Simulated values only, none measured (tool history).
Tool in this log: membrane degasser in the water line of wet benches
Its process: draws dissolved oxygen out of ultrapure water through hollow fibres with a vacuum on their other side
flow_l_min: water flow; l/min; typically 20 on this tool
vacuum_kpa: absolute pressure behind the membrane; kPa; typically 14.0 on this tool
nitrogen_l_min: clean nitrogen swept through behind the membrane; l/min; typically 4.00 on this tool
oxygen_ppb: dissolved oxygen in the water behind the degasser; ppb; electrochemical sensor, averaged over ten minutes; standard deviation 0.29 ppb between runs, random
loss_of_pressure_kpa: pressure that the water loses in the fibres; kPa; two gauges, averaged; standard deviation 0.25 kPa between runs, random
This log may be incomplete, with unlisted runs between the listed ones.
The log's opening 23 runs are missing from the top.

run    hour  flow_l_min  vacuum_kpa  nitrogen_l_min  oxygen_ppb  loss_of_pressure_kpa
 24   917.8          20        14.0            1.82       273.6                 63.68
      941.5  -- gauge calibrated
 25   951.5          19        14.0            4.14       122.3                 62.00
 26   987.5          19        14.0            4.14       123.2                 61.66
 27  1011.6          26        15.2            4.34       178.6                 84.46
 28  1045.1          18        15.2            4.34       122.7                 58.74
 29  1100.7          18        15.2            4.34       122.8                 58.26
 30  1156.5          18        15.2            4.34       122.8                 58.01
 31  1179.1          18        15.2            4.34       122.6                 58.59
 32  1225.3          24        26.0            5.12       259.5                 77.15

3 ways to go on from here, each from the tool as it stands after run 32. What would each give?
  A  1252.5          22        20.7            3.20           ?                     ?
  B  1252.5          24        26.0            7.39           ?                     ?
  C  1252.5          16        34.9            4.00           ?                     ?

run  oxygen_ppb  loss_of_pressure_kpa
  A       284.0                 71.28
  B       185.0                 78.05
  C       300.9                 51.55
With the hidden condition removed and each run's random variation left untouched, the same runs would have given:
run  oxygen_ppb  loss_of_pressure_kpa
  A       283.9                 71.96
  B       185.0                 78.80
  C       300.9                 52.05
